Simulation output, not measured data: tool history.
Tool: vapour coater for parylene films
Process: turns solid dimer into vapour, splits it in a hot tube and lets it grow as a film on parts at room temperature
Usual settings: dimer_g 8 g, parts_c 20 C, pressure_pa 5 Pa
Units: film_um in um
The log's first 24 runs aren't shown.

| run | hour | dimer_g | parts_c | pressure_pa | film_um |
|---|---|---|---|---|---|
| 25 | 613.1 | 8 | 25 | 10.93 | 1.48 |
| 26 | 637.8 | 4 | 14 | 7.38 | 1.01 |
| 27 | 665.2 | 14 | 30 | 2.54 | 2.67 |
| 28 | 701.4 | 14 | 30 | 2.54 | 2.64 |
| 29 | 721.4 | 8 | 20 | 2.28 | 1.93 |
| 30 | 755.1 | 7 | 30 | 2.58 | 1.31 |
| 31 | 781.1 | 7 | 24 | 2.06 | 1.53 |
| 32 | 804.1 | 3 | 20 | 5 | 0.66 |
| 33 | 841.7 | 3 | 20 | 5 | 0.69 |

4 ways to go on from here, each from the tool as it stands after run 33. What would each give?
| A | 858.9 | 4 | 18 | 2.58 | ? |
| B | 858.9 | 8 | 26 | 5 | ? |
| C | 858.9 | 7 | 25 | 7.29 | ? |
| D | 858.9 | 9 | 20 | 4.16 | ? |

| run | film_um |
|---|---|
| A | 1 |
| B | 1.51 |
| C | 1.32 |
| D | 1.97 |
Without the tool's hidden state the same runs would have given:
| run | film_um |
|---|---|
| A | 1.1 |
| B | 1.68 |
| C | 1.46 |
| D | 2.19 |
